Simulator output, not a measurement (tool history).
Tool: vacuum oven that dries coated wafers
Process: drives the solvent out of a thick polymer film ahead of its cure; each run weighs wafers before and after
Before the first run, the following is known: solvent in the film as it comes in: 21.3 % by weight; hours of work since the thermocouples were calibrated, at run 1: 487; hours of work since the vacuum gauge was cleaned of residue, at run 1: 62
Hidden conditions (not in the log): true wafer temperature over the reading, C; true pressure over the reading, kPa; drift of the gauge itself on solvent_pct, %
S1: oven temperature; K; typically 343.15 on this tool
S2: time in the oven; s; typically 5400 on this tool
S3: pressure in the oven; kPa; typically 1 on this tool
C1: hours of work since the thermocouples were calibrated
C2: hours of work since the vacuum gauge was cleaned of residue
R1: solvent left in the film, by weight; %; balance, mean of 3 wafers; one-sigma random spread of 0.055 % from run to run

run	hour	S1	S2	S3	C1	C2	R1
1	0	343.15	5400	1	487	62	2.6
2	8.9	347.15	5400	1	492	68	1.86
3	22.7	347.15	5400	1	500	76	1.92
4	35.9	347.15	5400	1	508	84	1.77
5	44	343.15	7140	1	513	88	2.25
6	51.7	343.15	7140	1	517	93	2.21
7	68.9	343.15	7140	1	527	103	2.22
8	81	336.15	5400	1	535	110	5.52
9	93.8	336.15	5400	1	542	117	5.48
10	107.7	336.15	5280	1	550	126	5.63
11	124.1	336.15	5280	1	560	135	5.6
12	138.2	336.15	5280	1	568	144	5.66
13	146.4	336.15	5280	1	573	148	5.69
14	159.8	336.15	5280	1	581	156	5.77
15	174.4	343.15	5400	0.67	589	165	2.17
16	190.1	343.15	5400	1	599	174	2.73
17	204	343.15	5400	1	607	182	2.79
18	215.8	343.15	5400	1	614	189	2.81
19	224.2	343.15	9480	1	619	194	2.11
20	233.5	343.15	9480	1	624	200	2.12
21	244.7	348.15	9480	1	631	206	1.67
22	252.6	348.15	9480	1	635	211	1.7
23	267.3	343.15	5820	1	644	219	2.62
24	281.9	343.15	5820	1	653	228	2.6
25	290	343.15	5820	1	657	233	2.56
26	298	343.15	5820	1	662	237	2.65
27	306.1	343.15	5820	1	667	242	2.69
28	313.9	343.15	5820	1	671	247	2.68
29	329.1	343.15	5820	1	680	256	2.68
30	341.5	332.15	5760	1	688	263	7.7
# hour 344.6: oven's thermocouples calibrated
31	353.2	343.15	3900	0.75	5	269	3.05
32	363.3	358.15	5940	0.6	11	275	0.76
33	375.5	358.15	5940	0.6	18	282	0.78
34	383	343.15	5040	0.57	23	286	2
35	396.1	333.15	2940	2.94	30	294	13.42
36	406.7	337.15	4200	2.94	36	300	9.56
37	423.7	343.15	3000	1.81	46	310	5.77
38	440.7	336.15	2880	1	56	320	8.74
39	456.8	336.15	5400	1.86	66	330	6.98
40	470.1	343.15	4140	1.01	74	337	3.38
41	482.7	343.15	3480	1.63	81	345	5.11
42	499	351.15	4140	0.99	91	354	1.59
43	510.2	345.15	4140	0.76	97	361	2.43
44	522.6	343.15	6360	1	105	368	2.41
45	534.1	343.15	6360	1	111	375	2.45
46	545.5	343.15	3300	1	118	382	4.27
47	554.2	343.15	3300	1	123	387	4.14

Below, some changes in R1 between adjacent runs. For each, the amount present without the hidden state too (settings, incoming material, random variation) and the amount remaining for the hidden state with gauge scatter not shared by both compared results:
Run 7 -> 8: S1 343.15 -> 336.15, S2 7140 -> 5400. R1 +3.3 %: hidden state +0.3, all else +3.
Run 29 -> 30: S1 343.15 -> 332.15, S2 5820 -> 5760. R1 +5.02 %: hidden state +0.43, all else +4.59.
Run 30 -> 31: S1 332.15 -> 343.15, S2 5760 -> 3900, S3 1 -> 0.75, oven's thermocouples calibrated. R1 -4.65 %: hidden state -0.65, all else -4.
Run 34 -> 35: S1 343.15 -> 333.15, S2 5040 -> 2940, S3 0.57 -> 2.94. R1 +11.42 %: hidden state +0.04, all else +11.38.

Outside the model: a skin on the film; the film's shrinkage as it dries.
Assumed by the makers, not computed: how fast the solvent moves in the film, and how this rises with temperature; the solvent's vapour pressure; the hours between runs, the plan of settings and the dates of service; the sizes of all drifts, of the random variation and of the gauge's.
